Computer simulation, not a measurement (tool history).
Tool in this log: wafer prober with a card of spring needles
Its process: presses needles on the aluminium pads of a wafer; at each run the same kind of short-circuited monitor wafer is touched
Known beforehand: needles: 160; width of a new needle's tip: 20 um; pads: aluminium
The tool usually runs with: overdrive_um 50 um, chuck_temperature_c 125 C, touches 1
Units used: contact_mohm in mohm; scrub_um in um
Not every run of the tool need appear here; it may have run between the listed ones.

run     day  overdrive_um  chuck_temperature_c  touches  contact_mohm  scrub_um
  1       0            50                  125        1           218      7.38
      0.362  -- tips cleaned on abrasive film
  2   0.362            50                   65        1           201      7.41
  3    0.65            50                   65        1           204      7.46
      0.904  -- tips cleaned on abrasive film
  4   0.929            50                  125        1           218      7.47
  5   1.204            50                  125        1           218      7.49
      1.479  -- tips cleaned on abrasive film
  6   1.521            50                  125        1           214      7.41
      2.029  -- tips cleaned on abrasive film
  7   2.054            50                  125        1           217      7.48
  8   2.325            50                  125        1           215      7.41
      2.592  -- tips cleaned on abrasive film
  9     2.8            50                  125        1           217      7.36
 10   3.054            50                  125        1           215      7.45
      3.146  -- tips cleaned on abrasive film
 11   3.412            50                  125        1           221      7.38
      3.675  -- tips cleaned on abrasive film
 12     3.7            50                  125        1           218      7.37
 13   4.183            49                  125        1           222      7.35
      4.217  -- tips cleaned on abrasive film
 14   4.633            49                  125        1           216      7.36
      4.775  -- tips cleaned on abrasive film
 15   4.883            49                  125        1           220      7.26
 16   5.133            37                  125        1           225      5.53
      5.317  -- tips cleaned on abrasive film
 17   5.592            37                  125        1           223       5.6
 18   5.833            58                   51        2           200      8.58
      5.892  -- tips cleaned on abrasive film
 19   6.342            58                   51        2           198      8.69
      6.446  -- tips cleaned on abrasive film
 20   6.862            38                   51        3           206      5.71
      6.992  -- tips cleaned on abrasive film
 21   7.375            53                   27        1           196      7.85
      7.525  -- tips cleaned on abrasive film
 22     7.9            36                   90        1           220      5.34
      8.062  -- tips cleaned on abrasive film
 23   8.154            36                   90        1           215      5.39
      8.608  -- tips cleaned on abrasive film
 24   8.638            34                   90        1           217      5.08
      8.808  -- height of the first contact set anew
      9.183  -- tips cleaned on abrasive film
 25   9.225            62                  117        1           212      9.33
 26   9.592            62                   37        1           196       9.3
      9.729  -- tips cleaned on abrasive film
 27  10.108            62                   37        1           196       9.2
     10.275  -- tips cleaned on abrasive film
 28  10.492            62                   37        1           198      9.34
     10.808  -- tips cleaned on abrasive film
 29  11.042            62                   48        2           199       9.2
     11.346  -- tips cleaned on abrasive film
 30  11.529            62                   75        2           204       9.1
       11.9  -- tips cleaned on abrasive film
 31  12.121            62                   75        2           204      9.23
     12.442  -- tips cleaned on abrasive film
 32  12.442            42                  119        3           220      6.16
 33  12.733            42                   34        2           198      6.28

What if the next run were any one of these 4? Each begins from the tool's condition after run 33:
     12.992  -- tips cleaned on abrasive film
  A  12.996            68                   34        2             ?         ?
     12.992  -- tips cleaned on abrasive film
  B  12.996            49                  110        1             ?         ?
     12.992  -- tips cleaned on abrasive film
  C  12.996            39                   44        2             ?         ?
     12.992  -- tips cleaned on abrasive film
  D  12.996            44                   96        1             ?         ?

run  contact_mohm  scrub_um
  A           195     10.16
  B           217      7.33
  C           206      5.81
  D           217      6.55
What these runs would have given with no unlogged condition in the tool:
run  contact_mohm  scrub_um
  A           195     10.16
  B           217      7.33
  C           206      5.81
  D           217      6.55

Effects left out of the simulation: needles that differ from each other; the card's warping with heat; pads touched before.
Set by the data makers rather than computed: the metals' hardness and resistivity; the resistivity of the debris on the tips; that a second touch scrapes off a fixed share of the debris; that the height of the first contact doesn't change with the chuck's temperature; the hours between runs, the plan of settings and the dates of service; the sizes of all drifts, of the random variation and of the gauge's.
